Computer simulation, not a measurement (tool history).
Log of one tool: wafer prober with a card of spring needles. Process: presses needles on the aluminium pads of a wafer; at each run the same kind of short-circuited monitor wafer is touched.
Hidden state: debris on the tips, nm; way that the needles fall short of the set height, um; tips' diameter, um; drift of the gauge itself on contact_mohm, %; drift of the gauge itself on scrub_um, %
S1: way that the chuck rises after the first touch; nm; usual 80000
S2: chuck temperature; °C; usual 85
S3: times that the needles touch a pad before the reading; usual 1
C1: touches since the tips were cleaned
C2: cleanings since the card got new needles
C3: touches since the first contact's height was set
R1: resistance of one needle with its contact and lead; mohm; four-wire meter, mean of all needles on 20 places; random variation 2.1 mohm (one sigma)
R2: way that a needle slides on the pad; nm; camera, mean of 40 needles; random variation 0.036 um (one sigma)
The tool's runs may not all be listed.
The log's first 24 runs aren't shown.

run,day,S1,S2,S3,C1,C2,C3,R1,R2
25,6.692,80000,112,1,6985,16,54724,275,16110
# day 6.821: tips cleaned on abrasive film
26,7.083,80000,112,1,2107,17,57836,259,16080
27,7.508,80000,85,2,5479,17,61208,252,16130
28,7.796,80000,85,2,7787,17,63516,260,16110
# day 7.825: tips cleaned on abrasive film
29,8.058,79000,41,2,1858,18,65598,231,15860
30,8.446,74000,69,1,4962,18,68702,275,14830
# day 8.812: tips cleaned on abrasive film
31,8.838,95000,57,2,202,19,71798,222,19160
32,9.250,95000,57,2,3518,19,75114,235,19130
33,9.442,95000,57,2,5028,19,76624,241,19130
# day 9.829: tips cleaned on abrasive film
34,9.842,90000,66,1,115,20,79811,226,18080

Forecast each of these 3 alternatives for the next run:
A,10.017,90000,66,2,1497,20,81193,?,?
B,10.017,76000,60,2,1497,20,81193,?,?
C,10.017,74000,66,1,1497,20,81193,?,?

run,R1,R2
A,233,18120
B,236,15320
C,247,14800
Without the tool's hidden state the same runs would have given:
run,R1,R2
A,223,18300
B,224,15510
C,226,14980
